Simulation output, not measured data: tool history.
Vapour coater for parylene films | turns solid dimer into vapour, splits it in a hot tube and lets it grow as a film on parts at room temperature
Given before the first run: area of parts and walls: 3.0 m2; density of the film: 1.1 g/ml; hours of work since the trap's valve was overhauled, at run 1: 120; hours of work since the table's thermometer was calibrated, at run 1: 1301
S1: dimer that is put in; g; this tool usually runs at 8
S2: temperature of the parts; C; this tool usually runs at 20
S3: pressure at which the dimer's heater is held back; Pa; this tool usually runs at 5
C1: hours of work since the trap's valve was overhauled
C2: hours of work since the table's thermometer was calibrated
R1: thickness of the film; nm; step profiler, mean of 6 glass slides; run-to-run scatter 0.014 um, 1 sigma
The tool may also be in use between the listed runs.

run	day	S1	S2	S3	C1	C2	R1
1	0	8	20	5	120	1301	1570
2	1.067	8	20	2.42	136	1318	1770
3	2.75	8	20	5	162	1344	1520
4	5.096	8	20	5	199	1380	1510
5	7.696	8	20	5	239	1421	1500
6	9.554	8	20	5	268	1449	1490
7	10.729	8	20	5	286	1468	1500
8	12.783	8	20	5	318	1499	1490
# day 13.817: trap's valve overhauled
9	14.162	8	20	5	5	1518	1570
10	15.796	8	20	7.73	31	1543	1430
11	17.5	8	20	7.73	57	1570	1440
12	19.821	8	20	7.73	93	1606	1430
13	22.025	8	20	5.69	127	1640	1540
# day 22.433: table's thermometer calibrated
14	24.504	8	20	5.69	165	32	1490
15	25.779	14	20	5	185	52	2650
16	28.188	8	20	5	222	89	1500
17	29.808	12	20	5	247	114	2250
18	31.292	12	20	5	270	137	2260
19	33.804	12	13	5	309	176	2860
# day 35.354: trap's valve overhauled
20	35.354	8	20	5	0	197	1580
21	37.367	8	20	5	31	229	1600
22	39.058	8	20	5	57	255	1560
23	40.379	8	20	5	78	275	1570
24	41.938	8	20	5	102	299	1560
25	43.6	7	19	3.03	128	325	1550
26	45.125	7	20	5	151	349	1330
27	47.171	7	19	3.8	183	380	1470
28	48.758	4	17	5	208	405	860
29	51.346	3	15	9.29	248	445	600
30	52.533	6	32	6.18	266	463	680
31	54.817	4	29	2.22	301	499	650
# day 56.829: trap's valve overhauled
32	57.379	8	16	3.42	9	536	1960
33	58.604	8	16	3.42	27	555	1960
34	59.8	11	15	7.47	46	573	2420
35	61.562	4	22	5	73	601	720
36	63.079	4	22	5	97	624	730
37	64.971	5	20	2.24	126	653	1110
38	67.533	12	26	9.23	166	693	1640
39	69.667	12	26	9.23	199	726	1630
40	70.792	12	26	9.23	216	744	1610
41	73.308	12	26	9.23	255	783	1600
42	75.246	8	13	2.9	285	813	2150
43	77.254	4	16	3.07	316	844	940
# day 78.367: trap's valve overhauled
44	78.688	4	16	2	5	863	1120
45	80.383	12	20	9.63	31	890	2110
46	83	12	20	9.63	72	930	2100
47	84.942	12	25	2.68	102	960	2210
48	86.792	5	20	11.61	130	989	850

Entry by entry between the runs, the difference in hidden state between the last listed run before and the first listed run after:
In the gap between runs 8 and 9: trap's valve overhauled (day 13.817)
  vapour lost through the trap's worn valve, %: 7 -> 0.2
  what was measured, less what the result would be without the hidden state, R1: -100 -> +10 nm
In the gap between runs 13 and 14: table's thermometer calibrated (day 22.433)
  vapour lost through the trap's worn valve, %: 2.8 -> 3.6; true temperature of the parts over the reading, C: -0.3 -> -0.13
  what was measured, less what the result would be without the hidden state, R1: -20 -> -50 nm
In the gap between runs 19 and 20: trap's valve overhauled (day 35.354)
  vapour lost through the trap's worn valve, %: 6.6 -> 0
  what was measured, less what the result would be without the hidden state, R1: -180 -> +10 nm
In the gap between runs 31 and 32: trap's valve overhauled (day 56.829)
  vapour lost through the trap's worn valve, %: 6.2 -> 1.4; true temperature of the parts over the reading, C: -0.26 -> -0.27
  what was measured, less what the result would be without the hidden state, R1: -30 -> -10 nm
In the gap between runs 43 and 44: trap's valve overhauled (day 78.367)
  vapour lost through the trap's worn valve, %: 7.8 -> 0.2; true temperature of the parts over the reading, C: -0.35 -> -0.36
  what was measured, less what the result would be without the hidden state, R1: -70 -> +10 nm
